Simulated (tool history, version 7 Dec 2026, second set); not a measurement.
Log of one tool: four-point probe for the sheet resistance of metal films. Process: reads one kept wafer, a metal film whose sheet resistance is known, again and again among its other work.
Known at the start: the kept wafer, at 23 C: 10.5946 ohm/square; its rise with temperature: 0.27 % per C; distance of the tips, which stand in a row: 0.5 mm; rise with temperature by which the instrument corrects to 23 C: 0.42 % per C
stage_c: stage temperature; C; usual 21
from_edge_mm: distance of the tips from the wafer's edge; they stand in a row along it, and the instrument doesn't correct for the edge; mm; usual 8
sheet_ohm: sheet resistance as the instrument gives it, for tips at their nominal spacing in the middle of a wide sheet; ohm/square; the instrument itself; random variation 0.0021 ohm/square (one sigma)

{"run": 1, "day": 0.0, "stage_c": 21, "from_edge_mm": 8, "sheet_ohm": 10.588309}
{"run": 2, "day": 0.388, "stage_c": 21, "from_edge_mm": 8, "sheet_ohm": 10.584727}
{"run": 3, "day": 1.1, "stage_c": 32, "from_edge_mm": 8, "sheet_ohm": 10.419842}
{"run": 4, "day": 1.438, "stage_c": 21, "from_edge_mm": 6, "sheet_ohm": 10.600693}
{"run": 5, "day": 1.779, "stage_c": 21, "from_edge_mm": 6, "sheet_ohm": 10.605312}
{"run": 6, "day": 2.521, "stage_c": 21, "from_edge_mm": 6, "sheet_ohm": 10.602121}
{"run": 7, "day": 3.171, "stage_c": 21, "from_edge_mm": 6, "sheet_ohm": 10.600144}
{"run": 8, "day": 3.692, "stage_c": 21, "from_edge_mm": 29, "sheet_ohm": 10.561158}
{"run": 9, "day": 4.225, "stage_c": 26, "from_edge_mm": 24, "sheet_ohm": 10.486778}
{"run": 10, "day": 5.05, "stage_c": 30, "from_edge_mm": 37, "sheet_ohm": 10.428699}
{"run": 11, "day": 5.5, "stage_c": 21, "from_edge_mm": 11, "sheet_ohm": 10.566911}
{"run": 12, "day": 5.879, "stage_c": 21, "from_edge_mm": 11, "sheet_ohm": 10.572045}
{"run": 13, "day": 6.721, "stage_c": 21, "from_edge_mm": 11, "sheet_ohm": 10.570828}
{"run": 14, "day": 7.104, "stage_c": 21, "from_edge_mm": 11, "sheet_ohm": 10.573058}
{"run": 15, "day": 7.554, "stage_c": 33, "from_edge_mm": 41, "sheet_ohm": 10.387383}

Forecast run 16:
{"run": 16, "day": 8.092, "stage_c": 33, "from_edge_mm": 41, "sheet_ohm": "?"}

{"run 16": {"sheet_ohm": 10.386081}}
Without the tool's hidden state the same run would have given sheet_ohm 10.450695 ohm/square.

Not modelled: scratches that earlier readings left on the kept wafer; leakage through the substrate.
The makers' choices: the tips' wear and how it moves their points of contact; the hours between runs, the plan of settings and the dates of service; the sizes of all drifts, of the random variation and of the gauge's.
